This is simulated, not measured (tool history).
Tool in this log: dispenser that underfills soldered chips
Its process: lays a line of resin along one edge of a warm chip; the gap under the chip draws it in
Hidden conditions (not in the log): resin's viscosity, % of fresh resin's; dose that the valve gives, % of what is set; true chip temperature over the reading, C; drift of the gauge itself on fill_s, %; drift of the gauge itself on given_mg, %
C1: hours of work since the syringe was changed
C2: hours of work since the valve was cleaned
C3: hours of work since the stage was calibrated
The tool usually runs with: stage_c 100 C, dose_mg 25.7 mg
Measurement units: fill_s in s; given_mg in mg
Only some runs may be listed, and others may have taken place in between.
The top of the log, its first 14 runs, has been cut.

Run 15, hour 54.1: usual settings but dose_mg 22.2 mg; C1 6; C2 30; C3 99. Result: fill_s 108.8 s, given_mg 22.04 mg.
Run 16, hour 56.3: usual settings but dose_mg 22.2 mg; C1 8; C2 31; C3 100. Result: fill_s 125.1 s, given_mg 21.96 mg.
Run 17, hour 60.9: usual settings but dose_mg 29 mg; C1 11; C2 34; C3 103. Result: fill_s 153.4 s, given_mg 28.63 mg.
At hour 61.8: new syringe of resin.
Run 18, hour 65.4: usual settings; C1 2; C2 37; C3 106. Result: fill_s 76.3 s, given_mg 25.36 mg.
Run 19, hour 69: usual settings; C1 5; C2 39; C3 108. Result: fill_s 92.2 s, given_mg 25.35 mg.
Run 20, hour 72.2: usual settings but stage_c 107 C, dose_mg 32.8 mg; C1 7; C2 41; C3 110. Result: fill_s 82 s, given_mg 32.4 mg.
Run 21, hour 75.4: usual settings but stage_c 107 C, dose_mg 23 mg; C1 9; C2 43; C3 112. Result: fill_s 104.3 s, given_mg 22.51 mg.
Run 22, hour 78.5: usual settings but stage_c 113 C, dose_mg 32.1 mg; C1 11; C2 46; C3 114. Result: fill_s 93.4 s, given_mg 31.58 mg.
At hour 79.1: new syringe of resin.
Run 23, hour 80.9: usual settings but stage_c 113 C, dose_mg 32.1 mg; C1 1; C2 47; C3 116. Result: fill_s 38.9 s, given_mg 31.39 mg.
Run 24, hour 85.3: usual settings but stage_c 97 C, dose_mg 33.3 mg; C1 4; C2 50; C3 119. Result: fill_s 96.6 s, given_mg 32.49 mg.
Run 25, hour 89.1: usual settings but dose_mg 30.5 mg; C1 7; C2 52; C3 121. Result: fill_s 105.4 s, given_mg 29.9 mg.
Run 26, hour 92.7: usual settings but dose_mg 30.5 mg; C1 9; C2 55; C3 123. Result: fill_s 130.6 s, given_mg 29.83 mg.
At hour 95.1: dispensing valve cleaned and set on the balance.
At hour 97.6: new syringe of resin.
Run 27, hour 97.7: usual settings but stage_c 97 C, dose_mg 26.9 mg; C1 0; C2 1; C3 126. Result: fill_s 69.6 s, given_mg 26.98 mg.
Run 28, hour 100.1: usual settings but stage_c 97 C, dose_mg 26.9 mg; C1 2; C2 3; C3 127. Result: fill_s 80.3 s, given_mg 26.78 mg.
Run 29, hour 102.2: usual settings but stage_c 97 C, dose_mg 26.9 mg; C1 3; C2 4; C3 129. Result: fill_s 90.1 s, given_mg 26.58 mg.
Run 30, hour 105.7: usual settings but stage_c 86 C, dose_mg 22.4 mg; C1 5; C2 7; C3 131. Result: fill_s 184.2 s, given_mg 22.29 mg.
Run 31, hour 110.1: usual settings but stage_c 107 C, dose_mg 25.1 mg; C1 8; C2 10; C3 134. Result: fill_s 95.8 s, given_mg 25.02 mg.
At hour 115.1: new syringe of resin.
Run 32, hour 115.1: usual settings but stage_c 110 C, dose_mg 25.6 mg; C1 0; C2 13; C3 137. Result: fill_s 41.9 s, given_mg 25.48 mg.
Run 33, hour 117.1: usual settings but stage_c 110 C, dose_mg 25.6 mg; C1 1; C2 14; C3 138. Result: fill_s 47 s, given_mg 25.31 mg.
Run 34, hour 121.8: usual settings but stage_c 90 C; C1 4; C2 17; C3 141. Result: fill_s 141.4 s, given_mg 25.52 mg.
Run 35, hour 124.4: usual settings but stage_c 106 C, dose_mg 29.6 mg; C1 6; C2 19; C3 143. Result: fill_s 81.8 s, given_mg 29.21 mg.
Run 36, hour 126.6: usual settings but stage_c 103 C, dose_mg 29.3 mg; C1 7; C2 20; C3 144. Result: fill_s 106.9 s, given_mg 29.05 mg.

Consider 4 possible next runs. They are alternatives, not a sequence: every one starts from the tool as it was left by run 36. What does each give?
Run A, hour 128.7: usual settings but stage_c 88 C, dose_mg 25 mg; C1 9; C2 21; C3 146. Result: fill_s ?, given_mg ?.
Run B, hour 128.7: usual settings but stage_c 96 C, dose_mg 22.7 mg; C1 9; C2 21; C3 146. Result: fill_s ?, given_mg ?.
Run C, hour 128.7: usual settings but stage_c 106 C, dose_mg 31.4 mg; C1 9; C2 21; C3 146. Result: fill_s ?, given_mg ?.
Run D, hour 128.7: usual settings but stage_c 92 C, dose_mg 31.8 mg; C1 9; C2 21; C3 146. Result: fill_s ?, given_mg ?.

run  fill_s  given_mg
  A   233.6     24.85
  B   169.9     22.63
  C   104.6     31.02
  D   186.3     31.67
Had the tool no hidden state, the same runs would have come out as:
run  fill_s  given_mg
  A   101.7      25.1
  B    74.2     22.85
  C    45.9     31.33
  D    81.5     31.98
